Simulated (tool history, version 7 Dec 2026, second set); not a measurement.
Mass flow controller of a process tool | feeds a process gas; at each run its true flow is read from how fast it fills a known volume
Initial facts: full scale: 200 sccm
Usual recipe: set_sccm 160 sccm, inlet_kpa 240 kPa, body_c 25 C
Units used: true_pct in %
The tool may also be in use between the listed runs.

| run | day | set_sccm | inlet_kpa | body_c | true_pct |
|---|---|---|---|---|---|
| 1 | 0 | 160 | 240 | 25 | 99.37 |
| 2 | 9.142 | 160 | 240 | 25 | 99.39 |
| 3 | 15.508 | 160 | 240 | 25 | 99.24 |
| 4 | 23.083 | 160 | 240 | 25 | 99.26 |
| 5 | 28.65 | 160 | 240 | 25 | 99.29 |
| 6 | 39.262 | 160 | 240 | 25 | 99.26 |
| 7 | 49.375 | 160 | 240 | 28 | 99.1 |
| 8 | 56.517 | 160 | 240 | 28 | 98.95 |
| 9 | 65.217 | 160 | 240 | 28 | 99.01 |
| 10 | 74.392 | 160 | 240 | 28 | 99.02 |
| 11 | 83.996 | 160 | 240 | 28 | 99.03 |
| 12 | 88.996 | 160 | 240 | 28 | 98.85 |
| 13 | 95.642 | 160 | 240 | 25 | 99.01 |
| 14 | 102.9 | 160 | 156 | 25 | 98.79 |
| 15 | 109.362 | 160 | 240 | 25 | 99.06 |
| 16 | 113.912 | 160 | 240 | 25 | 98.96 |
| 17 | 121.5 | 160 | 240 | 25 | 99.03 |
| 18 | 129.083 | 160 | 240 | 25 | 98.96 |
| 19 | 134.871 | 160 | 240 | 25 | 98.8 |
| 20 | 142.838 | 160 | 155 | 25 | 98.54 |
| 21 | 147.4 | 160 | 155 | 25 | 98.57 |
| 22 | 155.246 | 160 | 240 | 25 | 98.94 |
| 23 | 165.021 | 160 | 240 | 25 | 98.75 |
| 24 | 174.338 | 160 | 240 | 25 | 98.75 |
| 25 | 182.062 | 93 | 245 | 23 | 97.47 |
| 26 | 192.779 | 93 | 245 | 23 | 97.52 |
| 27 | 200.742 | 93 | 245 | 23 | 97.36 |
| 28 | 207.633 | 103 | 262 | 29 | 97.46 |
| 29 | 214.083 | 103 | 262 | 25 | 97.73 |
| 30 | 224.283 | 103 | 262 | 25 | 97.34 |
| 31 | 233.612 | 103 | 166 | 25 | 97.03 |
| 32 | 243.9 | 47 | 160 | 38 | 94.53 |
| 33 | 251.45 | 54 | 166 | 36 | 94.83 |
| 34 | 256.212 | 54 | 166 | 36 | 94.85 |
| 35 | 267.325 | 54 | 166 | 36 | 94.72 |
| 36 | 273.371 | 77 | 145 | 36 | 95.74 |
| 37 | 281.504 | 77 | 145 | 39 | 95.56 |
| 38 | 286.242 | 160 | 240 | 24 | 98.34 |
| 39 | 293.85 | 160 | 223 | 24 | 98.48 |
| 40 | 299.871 | 41 | 200 | 36 | 93.71 |
| 41 | 306.433 | 31 | 170 | 28 | 92.87 |
| 42 | 316.692 | 151 | 185 | 37 | 97.32 |
| 43 | 323.883 | 67 | 191 | 29 | 95.42 |
| 44 | 334.888 | 67 | 191 | 29 | 95.41 |
| 45 | 342.4 | 67 | 191 | 29 | 95.27 |
| 46 | 350.75 | 55 | 191 | 32 | 94.62 |
| 47 | 357.392 | 71 | 205 | 37 | 95.05 |

Pick out some run-to-run changes in true_pct. Of each, how much would a tool without hidden state show as well, from the settings, what came in and chance, and how much is left for the hidden state and any gauge scatter not in both results compared?
What the log doesn't record here: flow at rest that the sensor doesn't see, % of full scale; true flow over the shown one, %; drift of the gauge itself on true_pct, %.
Run 31 -> 32: set_sccm 103 -> 47, inlet_kpa 166 -> 160, body_c 25 -> 38. true_pct -2.5 %: hidden state -1.18, all else -1.32.
Run 37 -> 38: set_sccm 77 -> 160, inlet_kpa 145 -> 240, body_c 39 -> 24. true_pct +2.78 %: hidden state +0.72, all else +2.06.
Run 39 -> 40: set_sccm 160 -> 41, inlet_kpa 223 -> 200, body_c 24 -> 36. true_pct -4.77 %: hidden state -2.12, all else -2.65.
Run 41 -> 42: set_sccm 31 -> 151, inlet_kpa 170 -> 185, body_c 28 -> 37. true_pct +4.45 %: hidden state +2.97, all else +1.48.
